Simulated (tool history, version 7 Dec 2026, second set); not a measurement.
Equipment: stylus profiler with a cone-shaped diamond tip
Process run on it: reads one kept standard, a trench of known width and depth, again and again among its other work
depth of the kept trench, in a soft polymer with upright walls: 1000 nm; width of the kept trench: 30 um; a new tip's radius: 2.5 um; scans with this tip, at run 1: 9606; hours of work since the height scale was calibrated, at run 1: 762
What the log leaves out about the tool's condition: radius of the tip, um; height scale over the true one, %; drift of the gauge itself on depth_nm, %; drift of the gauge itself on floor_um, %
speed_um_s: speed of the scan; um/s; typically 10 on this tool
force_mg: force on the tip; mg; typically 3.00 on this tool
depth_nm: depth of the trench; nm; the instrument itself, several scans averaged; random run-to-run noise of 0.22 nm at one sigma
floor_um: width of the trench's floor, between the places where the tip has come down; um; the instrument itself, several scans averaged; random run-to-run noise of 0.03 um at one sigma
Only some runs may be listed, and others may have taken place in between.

run,day,speed_um_s,force_mg,scans with this tip,hours of work since the height scale was calibrated,depth_nm,floor_um
1,0.000,10,3.00,9606,762,1010.42,24.18
2,0.550,10,3.08,9735,772,1010.10,24.20
3,1.471,10,3.08,9953,789,1010.32,24.13
4,2.542,10,3.08,10204,809,1010.65,24.15
5,3.338,10,3.08,10391,824,1010.46,24.09
6,4.138,10,3.08,10579,839,1010.23,24.05
7,4.771,8,3.00,10727,851,1010.58,24.09
8,5.933,10,2.22,11002,873,1009.21,23.98
9,6.983,10,2.22,11248,892,1008.98,23.94
10,7.762,31,1.51,11431,907,1008.16,23.81
11,8.662,29,5.65,11642,923,1014.93,23.86
12,9.138,13,1.37,11755,932,1007.77,23.79
13,9.692,13,1.37,11885,943,1007.43,23.83
14,10.658,13,1.37,12111,961,1007.91,23.80
15,11.729,4,8.45,12364,981,1018.68,23.80
16,12.804,2,2.93,12616,1001,1010.81,23.78

Here are 3 independent what-if runs from the current tool condition. What would each one return?
A,13.804,2,5.97,12852,1019,?,?
B,13.804,2,2.66,12852,1019,?,?
C,13.804,24,2.18,12852,1019,?,?

run,depth_nm,floor_um
A,1015.92,23.73
B,1010.32,23.69
C,1009.42,23.63
Had the tool no hidden state, the same runs would have come out as:
run,depth_nm,floor_um
A,1012.64,26.00
B,1007.06,25.96
C,1006.16,25.90
